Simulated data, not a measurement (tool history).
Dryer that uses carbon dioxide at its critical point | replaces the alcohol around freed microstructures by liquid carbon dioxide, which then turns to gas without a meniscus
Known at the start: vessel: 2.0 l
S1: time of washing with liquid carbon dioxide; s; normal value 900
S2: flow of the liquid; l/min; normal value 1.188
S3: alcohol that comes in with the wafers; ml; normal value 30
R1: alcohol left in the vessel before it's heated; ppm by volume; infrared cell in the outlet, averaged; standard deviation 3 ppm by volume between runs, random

Run 1, hour 0: usual settings. Result: R1 70 ppm by volume.
Run 2, hour 35.6: usual settings but S3 52 ml. Result: R1 91 ppm by volume.
Run 3, hour 58.6: usual settings but S3 23 ml. Result: R1 67 ppm by volume.
Run 4, hour 98.9: usual settings but S3 59 ml. Result: R1 111 ppm by volume.
At hour 122.2: inlet filter changed.
Run 5, hour 129.9: usual settings but S3 59 ml. Result: R1 69 ppm by volume.
Run 6, hour 155.2: usual settings but S3 59 ml. Result: R1 74 ppm by volume.
Run 7, hour 176.2: usual settings but S3 59 ml. Result: R1 73 ppm by volume.
Run 8, hour 214.2: usual settings but S3 59 ml. Result: R1 80 ppm by volume.
Run 9, hour 251.2: usual settings. Result: R1 60 ppm by volume.
Run 10, hour 273.2: usual settings. Result: R1 67 ppm by volume.
Run 11, hour 313: usual settings but S2 1.35 l/min. Result: R1 54 ppm by volume.
At hour 332: purifier's bed changed.
Run 12, hour 347: usual settings but S1 1200 s, S2 0.86 l/min, S3 96 ml. Result: R1 111 ppm by volume.
Run 13, hour 382.8: usual settings but S1 1200 s, S2 0.86 l/min, S3 96 ml. Result: R1 122 ppm by volume.
Run 14, hour 406.7: usual settings but S1 840 s, S3 83 ml. Result: R1 118 ppm by volume.
Run 15, hour 424: usual settings but S1 840 s, S3 83 ml. Result: R1 120 ppm by volume.
Run 16, hour 449.9: usual settings but S1 780 s, S2 1.42 l/min, S3 75 ml. Result: R1 65 ppm by volume.
Run 17, hour 477.7: usual settings but S2 1.78 l/min, S3 22 ml. Result: R1 12 ppm by volume.
Run 18, hour 494.3: usual settings but S1 660 s, S2 0.78 l/min, S3 82 ml. Result: R1 2250 ppm by volume.
Run 19, hour 528.5: usual settings but S1 1440 s, S2 0.78 l/min, S3 82 ml. Result: R1 87 ppm by volume.
At hour 556.3: inlet filter changed.
Run 20, hour 562.3: usual settings but S1 1440 s, S2 0.78 l/min, S3 82 ml. Result: R1 44 ppm by volume.
Run 21, hour 598.4: usual settings but S1 840 s, S2 1.5 l/min, S3 56 ml. Result: R1 22 ppm by volume.
Run 22, hour 623.9: usual settings but S1 840 s, S3 28 ml. Result: R1 40 ppm by volume.

Consider 4 possible next runs. They are alternatives, not a sequence: every one starts from the tool as it was left by run 22. What does each give?
Run A, hour 656.5: usual settings but S3 24 ml. Result: R1 ?.
Run B, hour 656.5: usual settings but S1 780 s, S2 1.17 l/min, S3 114 ml. Result: R1 ?.
Run C, hour 656.5: usual settings but S1 840 s. Result: R1 ?.
Run D, hour 656.5: usual settings but S1 840 s, S2 1.39 l/min, S3 28 ml. Result: R1 ?.

run   R1
  A   30
  B  201
  C   47
  D   27
The same runs, with their run-to-run variation unchanged, on a tool lacking any hidden condition would have given:
run   R1
  A   15
  B  150
  C   29
  D   14

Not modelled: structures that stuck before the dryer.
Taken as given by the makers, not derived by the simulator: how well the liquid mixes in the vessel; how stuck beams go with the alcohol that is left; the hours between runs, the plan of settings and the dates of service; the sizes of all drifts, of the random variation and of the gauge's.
